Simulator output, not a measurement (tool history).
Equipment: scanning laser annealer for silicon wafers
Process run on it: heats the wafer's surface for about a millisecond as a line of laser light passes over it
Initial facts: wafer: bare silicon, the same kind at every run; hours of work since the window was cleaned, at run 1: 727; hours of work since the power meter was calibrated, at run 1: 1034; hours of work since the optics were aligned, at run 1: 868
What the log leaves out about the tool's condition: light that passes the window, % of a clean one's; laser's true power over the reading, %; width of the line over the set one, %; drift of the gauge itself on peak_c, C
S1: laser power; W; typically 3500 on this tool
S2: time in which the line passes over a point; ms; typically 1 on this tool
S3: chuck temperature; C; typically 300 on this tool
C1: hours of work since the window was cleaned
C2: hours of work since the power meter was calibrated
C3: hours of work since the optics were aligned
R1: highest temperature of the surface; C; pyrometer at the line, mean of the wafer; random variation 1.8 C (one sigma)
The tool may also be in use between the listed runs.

run,hour,S1,S2,S3,C1,C2,C3,R1
1,0,3500,1,300,727,1034,868,1014
2,39.7,3500,1,300,756,1063,897,1011
3,77.6,3500,1,300,784,1090,925,1011
4,148.5,3500,1,321,835,1142,976,1034
5,197.4,3688,1,321,871,1178,1012,1083
6,264.2,3500,1,300,920,1226,1060,1008
# hour 325.9: window over the wafer cleaned
7,342.4,3500,1,300,12,1282,1116,1001
8,389.8,3500,1,300,47,1316,1150,1005
9,444.4,3500,1,300,86,1356,1190,999
# hour 474.7: optics aligned, line set to its width
# hour 487: window over the wafer cleaned, once more
10,508,3500,1,300,15,1397,23,1037
11,552.2,3500,1,300,47,1429,55,1035
12,613.1,3500,1,300,92,1473,99,1036
13,654.4,3500,1,300,122,1503,129,1036
14,705.6,3500,0.98,300,159,1541,167,1030
15,747.6,3763,0.98,300,190,1571,197,1094
16,796.3,3500,0.92,300,225,1607,233,1003
17,844.5,3240,1,300,260,1642,268,964
18,895.4,3500,1,300,297,1679,305,1031
19,948.3,3500,1,300,336,1717,343,1034
20,1015.4,3147,1,300,384,1766,392,937
21,1082.6,3076,0.88,294,433,1815,441,876
22,1116.9,3076,0.88,294,458,1840,466,876
23,1150.3,3195,1.22,300,483,1864,490,1020
24,1212.8,3195,1.22,300,528,1910,535,1016
25,1276.5,3290,0.8,281,574,1956,582,880
26,1314.2,3290,0.8,281,602,1983,609,880
27,1369.3,3290,0.8,281,642,2024,649,878
28,1419.1,3290,0.76,281,678,2060,686,862
29,1478.8,3290,0.76,281,722,2103,729,862
30,1545.9,3500,1.02,300,770,2152,778,1027
31,1596.1,3566,1,304,807,2189,814,1043
32,1646.2,3342,0.94,339,843,2225,851,993
33,1706.3,3342,0.94,339,887,2269,895,995
34,1774.2,3423,0.81,339,936,2318,944,967
# hour 1812.9: window over the wafer cleaned
35,1824.5,3423,0.81,339,8,2353,979,982
36,1884.6,3423,0.79,279,52,2397,1023,916
37,1917.9,3777,0.79,327,76,2421,1047,1046
38,1966.4,3464,1.04,336,112,2457,1082,1078
39,2005.3,3464,1.04,336,140,2485,1111,1076

Pick out some run-to-run changes in R1. Of each, how much would a tool without hidden state show as well, from the settings, what came in and chance, and how much is left for the hidden state and any gauge scatter not in both results compared?
Run 6 -> 7: window over the wafer cleaned. R1 -7 C: hidden state -5, all else -2.
Run 9 -> 10: optics aligned, line set to its width, window over the wafer cleaned, once more. R1 +38 C: hidden state +35, all else +3.
Run 22 -> 23: S1 3076 -> 3195, S2 0.88 -> 1.22, S3 294 -> 300. R1 +144 C: hidden state -1, all else +145.
Run 24 -> 25: S1 3195 -> 3290, S2 1.22 -> 0.8, S3 300 -> 281. R1 -136 C: hidden state +0, all else -136.
Run 29 -> 30: S1 3290 -> 3500, S2 0.76 -> 1.02, S3 281 -> 300. R1 +165 C: hidden state -3, all else +168.
Run 34 -> 35: window over the wafer cleaned. R1 +15 C: hidden state +17, all else -2.
